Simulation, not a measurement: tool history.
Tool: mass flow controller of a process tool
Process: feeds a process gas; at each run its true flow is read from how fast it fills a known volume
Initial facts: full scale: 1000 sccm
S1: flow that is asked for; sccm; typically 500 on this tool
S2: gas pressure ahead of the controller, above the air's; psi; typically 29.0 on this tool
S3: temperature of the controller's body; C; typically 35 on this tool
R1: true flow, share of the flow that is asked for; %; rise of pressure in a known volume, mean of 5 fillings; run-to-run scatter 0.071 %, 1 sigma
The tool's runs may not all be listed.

run    hour   S1    S2  S3     R1
  1     0.0  500  29.0  35  99.04
  2   127.3  500  29.0  35  99.19
  3   192.7  500  29.0  35  99.09
  4   301.3  500  29.0  35  98.85
  5   399.6  500  27.6  35  99.04
  6   504.7  500  27.6  35  98.94
  7   599.5  500  27.6  35  98.90
  8   688.6  500  25.2  35  99.01
  9   746.2  500  29.0  35  99.00
 10   863.2  500  29.0  30  98.73
 11   946.1  163  35.5  35  99.72
 12  1038.7  163  35.5  35  99.67
 13  1124.0  163  35.5  35  99.63
 14  1177.8  163  35.5  35  99.57
 15  1293.3  335  35.0  35  98.97
 16  1402.9  601  30.7  35  99.12
 17  1463.5  450  23.4  35  98.92

Predict each of these 4 candidate next runs independently; none follows another, all start after run 17:
  A  1526.5  301  32.1  39   ?
  B  1526.5  500  25.8  35   ?
  C  1526.5  100  29.0  35   ?
  D  1526.5  500  29.0  21   ?

run      R1
  A   99.18
  B   98.81
  C  100.95
  D   98.12
Had the tool no hidden state, the same runs would have come out as:
run     R1
  A  99.30
  B  99.40
  C  98.65
  D  98.71

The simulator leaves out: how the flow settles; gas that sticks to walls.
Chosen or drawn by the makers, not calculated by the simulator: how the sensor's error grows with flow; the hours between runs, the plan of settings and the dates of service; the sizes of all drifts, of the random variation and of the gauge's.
